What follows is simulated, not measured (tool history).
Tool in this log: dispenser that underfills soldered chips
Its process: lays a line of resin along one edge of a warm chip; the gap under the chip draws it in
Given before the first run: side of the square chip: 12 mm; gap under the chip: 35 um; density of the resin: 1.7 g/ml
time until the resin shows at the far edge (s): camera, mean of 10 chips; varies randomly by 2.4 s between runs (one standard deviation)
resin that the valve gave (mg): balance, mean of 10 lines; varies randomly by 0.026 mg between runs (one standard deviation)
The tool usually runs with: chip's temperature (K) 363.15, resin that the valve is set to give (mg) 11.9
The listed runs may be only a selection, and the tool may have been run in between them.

run,hour,chip's temperature (K),resin that the valve is set to give (mg),time until the resin shows at the far edge (s),resin that the valve gave (mg)
1,0,363.15,11.9,337.2,11.4
2,9.3,363.15,14.2,564.9,13.55
# hour 10.7: new syringe of resin
# hour 23.1: dispensing valve cleaned and set on the balance
3,23.1,363.15,14.2,435.2,14.25
# hour 29.3: new syringe of resin
4,30.5,363.15,11.9,243.2,11.89
5,42.4,363.15,11.9,495.4,11.84
# hour 47.5: new syringe of resin
6,56.7,363.15,14,376.6,13.82
# hour 65.9: new syringe of resin
7,66,363.15,14,220,13.77
8,78.8,363.15,14,477.1,13.67
# hour 83.5: new syringe of resin
9,89.7,363.15,14,312,13.65
10,100.1,363.15,12.5,598.3,12.13
# hour 101.1: new syringe of resin
11,113.1,358.15,12.5,521.4,12.04
# hour 118.9: new syringe of resin
12,123.4,363.15,11.9,294.4,11.43
# hour 136: dispensing valve cleaned and set on the balance
# hour 137.4: new syringe of resin
13,137.9,363.15,11.9,235,11.92
14,148.1,363.15,10.6,445.9,10.56
# hour 155.4: new syringe of resin
15,162.6,363.15,11.4,355.2,11.32
# hour 173.3: new syringe of resin
16,177,363.15,11.4,278.6,11.23
17,185.9,363.15,10.9,482.8,10.73
# hour 190.8: new syringe of resin
18,193.6,375.15,11.9,199.3,11.68
19,203.2,363.15,12.6,461.1,12.31
# hour 208.6: new syringe of resin
20,216,355.15,15.2,418.3,14.74
# hour 226.5: new syringe of resin
21,229.8,355.15,15.2,327.1,14.65
22,241.9,364.15,12.9,522.7,12.38
# hour 243.9: new syringe of resin
# hour 249: dispensing valve cleaned and set on the balance
23,252.3,364.15,12.9,321.9,12.83
# hour 262.5: new syringe of resin
24,265.9,364.15,12.9,260.3,12.75
25,276.2,351.15,15.4,672.2,15.24
# hour 280.2: new syringe of resin
26,282.5,373.15,11,193.4,10.84
27,291.3,373.15,11,328.3,10.82
# hour 297.8: new syringe of resin
28,305.1,369.15,13.9,281.8,13.52
# hour 307.1: stage's temperature calibrated
# hour 316.7: new syringe of resin
29,320.8,369.15,13.9,249.6,13.45
30,327.6,369.15,13.9,369.2,13.42
# hour 334.6: new syringe of resin
31,338.5,361.15,11.9,316,11.42
32,345.6,373.15,13.7,340.2,13.16
# hour 352.4: new syringe of resin
33,355.1,352.15,12.1,378.8,11.56
# hour 362.9: dispensing valve cleaned and set on the balance
34,363.6,365.15,12.4,398.5,12.43
# hour 371.7: new syringe of resin
35,372.2,356.15,12.4,298.8,12.3

4 options for the next run, each taken on its own from the tool as it stands now. Forecast them:
A,383.9,369.15,11,?,?
B,383.9,363.15,11.6,?,?
C,383.9,364.15,11.9,?,?
D,383.9,360.15,11.7,?,?

run,time until the resin shows at the far edge (s),resin that the valve gave (mg)
A,418.9,10.89
B,492,11.5
C,473.8,11.76
D,525.6,11.65
Stripped of hidden state, with their random variation kept, the same runs would have yielded:
run,time until the resin shows at the far edge (s),resin that the valve gave (mg)
A,202.3,10.99
B,238.3,11.6
C,229.4,11.87
D,254.4,11.76
